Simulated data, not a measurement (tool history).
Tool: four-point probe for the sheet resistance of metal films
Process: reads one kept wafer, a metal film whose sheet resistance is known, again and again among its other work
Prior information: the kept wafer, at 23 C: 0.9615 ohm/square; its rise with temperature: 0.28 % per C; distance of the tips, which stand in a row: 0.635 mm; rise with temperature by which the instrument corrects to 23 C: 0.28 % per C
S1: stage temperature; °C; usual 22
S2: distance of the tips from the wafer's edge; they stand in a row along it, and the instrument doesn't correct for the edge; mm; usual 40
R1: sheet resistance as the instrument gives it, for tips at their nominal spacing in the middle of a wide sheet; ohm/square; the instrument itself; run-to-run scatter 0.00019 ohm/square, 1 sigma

run     day  S1  S2        R1
  1       0  22  40  0.957459
  2   0.479  22  16  0.958326
  3   0.783  23  16  0.957882
  4   1.533  23  16  0.958229
  5   2.238  23  16  0.958696
  6   2.671  23  36  0.957799
  7   2.992  22   4  0.970572
  8   3.296  22   4  0.970443
  9   3.833  22   4  0.970578
 10   4.167  27  40  0.958015
 11   4.862  27  40  0.958004
 12   5.571  22  26  0.957885
 13   5.933  22  58  0.957998
 14     6.3  22   6  0.963599
 15   6.975  22  40  0.958071
 16   7.312  22  40  0.957757
 17   7.992  28  40  0.957973
 18   8.358  28  40  0.958033
 19   8.975  34  40  0.958478
 20   9.412  29  40  0.958597
 21   9.933  20  16  0.958795
 22  10.296  20  69  0.957994
 23   10.75  20  69  0.958141
 24  11.304  19  10  0.960246
 25  11.696  22  40  0.958467
 26  12.238  22  40  0.958327
 27  12.792  19  40  0.958435
 28    13.1  19  40  0.958584
 29  13.467  33  44  0.958587
 30  14.038  33  44   0.95844
 31  14.442  27  31  0.958636
 32  14.758  33  31  0.958401
 33  15.304  33  31  0.958517
 34  15.788  23  40  0.958257
 35  16.279  27  33  0.958688
 36    16.7  27  33  0.958663

Subtracting, for every run, the result it would have given without the tool's unlogged condition from the measured result gives the following. The same run-to-run variation enters both numbers; the gauge's scatter may not:
Unlogged tool condition in this case: inner tips' distance over the nominal, %; tips' flats over new ones', %; wafer's true temperature over the reading, C; drift of the gauge itself on sheet_ohm, %.
run         R1
  1   -0.00404
  2  -0.004017
  3  -0.003998
  4  -0.003959
  5  -0.003922
  6  -0.003896
  7  -0.003922
  8  -0.003904
  9  -0.003874
 10  -0.003821
 11  -0.003784
 12  -0.003732
 13  -0.003711
 14  -0.003709
 15   -0.00365
 16  -0.003631
 17   -0.00361
 18  -0.003589
 19  -0.003572
 20  -0.003534
 21  -0.003481
 22  -0.003457
 23  -0.003432
 24  -0.003404
 25  -0.003386
 26  -0.003357
 27  -0.003318
 28  -0.003302
 29  -0.003322
 30  -0.003291
 31  -0.003255
 32  -0.003251
 33  -0.003221
 34  -0.003165
 35   -0.00315
 36  -0.003125
